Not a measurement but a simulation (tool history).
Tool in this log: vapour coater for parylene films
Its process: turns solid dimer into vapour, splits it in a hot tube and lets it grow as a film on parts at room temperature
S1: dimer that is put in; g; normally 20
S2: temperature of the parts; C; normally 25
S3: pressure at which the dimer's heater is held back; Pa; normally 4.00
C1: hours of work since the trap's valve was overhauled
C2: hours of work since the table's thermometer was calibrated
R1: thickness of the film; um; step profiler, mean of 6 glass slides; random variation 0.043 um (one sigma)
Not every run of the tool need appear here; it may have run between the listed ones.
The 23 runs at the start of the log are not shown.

Run 24, hour 781.2: usual settings but S1 12 g, S2 33 C; C1 549; C2 907. Result: R1 1.84 um.
Run 25, hour 802.7: usual settings but S1 17 g, S2 17 C, S3 5.40 Pa; C1 559; C2 917. Result: R1 4.82 um.
Run 26, hour 835.7: usual settings but S1 17 g, S2 17 C, S3 2.64 Pa; C1 576; C2 934. Result: R1 5.01 um.
Run 27, hour 865.7: usual settings but S1 17 g, S2 17 C, S3 2.64 Pa; C1 591; C2 949. Result: R1 5.00 um.
Run 28, hour 891.3: usual settings but S1 17 g, S2 17 C, S3 2.64 Pa; C1 604; C2 962. Result: R1 5.12 um.
Run 29, hour 939.3: usual settings but S1 17 g, S2 17 C, S3 2.64 Pa; C1 628; C2 986. Result: R1 5.05 um.
Run 30, hour 964.6: usual settings but S1 17 g, S2 17 C, S3 2.64 Pa; C1 641; C2 999. Result: R1 5.03 um.
Run 31, hour 1006.8: usual settings but S1 19 g, S2 29 C, S3 8.61 Pa; C1 662; C2 1020. Result: R1 3.05 um.
Run 32, hour 1045.4: usual settings but S1 19 g, S2 29 C, S3 8.61 Pa; C1 681; C2 1039. Result: R1 3.06 um.
At hour 1055.4: trap's valve overhauled.
Run 33, hour 1085.7: usual settings but S2 20 C, S3 5.15 Pa; C1 15; C2 1058. Result: R1 5.55 um.
Run 34, hour 1113.8: usual settings but S2 20 C, S3 5.15 Pa; C1 29; C2 1072. Result: R1 5.58 um.
Run 35, hour 1152.5: usual settings but S1 32 g, S3 8.10 Pa; C1 49; C2 1091. Result: R1 7.02 um.
Run 36, hour 1195.5: usual settings but S1 32 g, S3 8.10 Pa; C1 70; C2 1113. Result: R1 6.99 um.
Run 37, hour 1232.2: usual settings but S1 32 g, S3 8.10 Pa; C1 89; C2 1131. Result: R1 6.97 um.
Run 38, hour 1260.0: usual settings but S1 19 g, S2 30 C; C1 103; C2 1145. Result: R1 3.68 um.
Run 39, hour 1293.1: usual settings but S1 13 g, S2 22 C, S3 11.40 Pa; C1 119; C2 1162. Result: R1 3.10 um.
Run 40, hour 1318.6: usual settings but S2 22 C, S3 11.40 Pa; C1 132; C2 1175. Result: R1 4.71 um.
Run 41, hour 1358.6: usual settings but S2 22 C, S3 11.40 Pa; C1 152; C2 1195. Result: R1 4.64 um.

What if the next run were any one of these 3? Each begins from the tool's condition after run 41:
Run A, hour 1391.0: usual settings but S2 22 C, S3 2.53 Pa; C1 169; C2 1211. Result: R1 ?.
Run B, hour 1391.0: usual settings but S2 22 C, S3 2.51 Pa; C1 169; C2 1211. Result: R1 ?.
Run C, hour 1391.0: usual settings but S2 26 C; C1 169; C2 1211. Result: R1 ?.

run    R1
  A  5.47
  B  5.43
  C  4.39
Stripped of hidden state, with their random variation kept, the same runs would have yielded:
run    R1
  A  5.63
  B  5.60
  C  4.53

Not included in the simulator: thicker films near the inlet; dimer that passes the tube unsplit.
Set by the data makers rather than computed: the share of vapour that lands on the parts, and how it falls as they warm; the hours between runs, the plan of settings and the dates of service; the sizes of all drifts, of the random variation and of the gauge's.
